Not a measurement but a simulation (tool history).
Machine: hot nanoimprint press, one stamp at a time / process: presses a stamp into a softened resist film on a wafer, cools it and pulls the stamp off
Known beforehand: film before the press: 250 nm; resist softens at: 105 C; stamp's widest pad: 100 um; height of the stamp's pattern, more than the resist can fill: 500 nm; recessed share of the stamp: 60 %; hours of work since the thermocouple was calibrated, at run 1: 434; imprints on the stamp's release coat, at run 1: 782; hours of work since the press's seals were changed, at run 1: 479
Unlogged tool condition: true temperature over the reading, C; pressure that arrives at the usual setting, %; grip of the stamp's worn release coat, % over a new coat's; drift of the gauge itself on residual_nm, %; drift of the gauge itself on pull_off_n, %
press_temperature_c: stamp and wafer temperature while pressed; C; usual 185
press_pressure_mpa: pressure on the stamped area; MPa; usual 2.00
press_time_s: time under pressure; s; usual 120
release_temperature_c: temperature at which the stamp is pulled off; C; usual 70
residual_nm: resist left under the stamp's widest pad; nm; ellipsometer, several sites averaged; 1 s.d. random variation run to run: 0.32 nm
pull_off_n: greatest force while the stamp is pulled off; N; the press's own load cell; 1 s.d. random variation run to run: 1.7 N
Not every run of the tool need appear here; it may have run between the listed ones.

| run | day | press_temperature_c | press_pressure_mpa | press_time_s | release_temperature_c | hours of work since the thermocouple was calibrated | imprints on the stamp's release coat | hours of work since the press's seals were changed | residual_nm | pull_off_n |
|---|---|---|---|---|---|---|---|---|---|---|
| 1 | 0.000 | 185 | 2.00 | 120 | 70 | 434 | 782 | 479 | 127.5 | 214 |
| 2 | 0.321 | 185 | 2.00 | 120 | 70 | 440 | 820 | 485 | 127.3 | 219 |
| 3 | 0.779 | 185 | 2.11 | 120 | 70 | 449 | 876 | 494 | 125.3 | 217 |
| 4 | 1.258 | 185 | 2.00 | 120 | 70 | 458 | 934 | 503 | 127.2 | 218 |
| 5 | 1.671 | 185 | 2.00 | 120 | 70 | 466 | 984 | 511 | 127.7 | 219 |
|  | 2.092 | press's hydraulic seals changed and the load cell set to zero |
| 6 | 2.296 | 185 | 2.10 | 120 | 70 | 472 | 1019 | 4 | 125.1 | 216 |
|  | 2.888 | stamp cleaned and given a new release coat |
| 7 | 3.117 | 185 | 2.00 | 71 | 70 | 483 | 28 | 15 | 153.0 | 217 |
| 8 | 3.438 | 185 | 2.00 | 71 | 70 | 489 | 67 | 21 | 153.0 | 217 |
| 9 | 3.958 | 185 | 2.00 | 71 | 70 | 499 | 130 | 31 | 152.6 | 216 |
| 10 | 4.525 | 185 | 2.00 | 71 | 70 | 510 | 198 | 42 | 152.5 | 217 |
| 11 | 4.775 | 185 | 2.00 | 120 | 70 | 514 | 228 | 47 | 127.5 | 219 |
| 12 | 5.100 | 185 | 2.00 | 120 | 70 | 521 | 267 | 53 | 127.9 | 217 |
| 13 | 5.338 | 185 | 2.00 | 120 | 70 | 525 | 296 | 57 | 128.4 | 216 |
| 14 | 5.817 | 185 | 2.00 | 120 | 72 | 534 | 354 | 66 | 127.3 | 209 |
| 15 | 6.346 | 185 | 2.00 | 66 | 70 | 544 | 418 | 77 | 157.0 | 216 |
| 16 | 6.829 | 179 | 1.50 | 239 | 70 | 554 | 477 | 86 | 130.9 | 219 |
| 17 | 7.067 | 174 | 2.00 | 120 | 62 | 558 | 505 | 90 | 169.5 | 244 |
| 18 | 7.392 | 185 | 2.82 | 120 | 73 | 564 | 544 | 97 | 111.0 | 209 |
|  | 7.633 | plate thermocouple calibrated |
| 19 | 7.779 | 195 | 2.00 | 64 | 70 | 3 | 576 | 102 | 124.8 | 215 |
| 20 | 8.358 | 192 | 2.00 | 64 | 65 | 14 | 646 | 113 | 134.4 | 233 |
| 21 | 8.858 | 178 | 1.32 | 228 | 70 | 24 | 707 | 122 | 143.0 | 213 |
| 22 | 9.346 | 185 | 2.13 | 164 | 70 | 33 | 766 | 132 | 110.2 | 215 |
| 23 | 9.892 | 176 | 2.03 | 70 | 57 | 43 | 831 | 142 | 184.3 | 260 |
| 24 | 10.312 | 176 | 2.03 | 70 | 57 | 51 | 882 | 150 | 183.9 | 261 |

For run 25, what comes out?
| 25 | 10.625 | 176 | 1.23 | 138 | 66 | 57 | 920 | 156 | ? | ? |

Run 25 produced residual_nm 178.5 nm, pull_off_n 233 N.
With no hidden state in the tool, this same run would have given residual_nm 178.5 nm, pull_off_n 232 N.
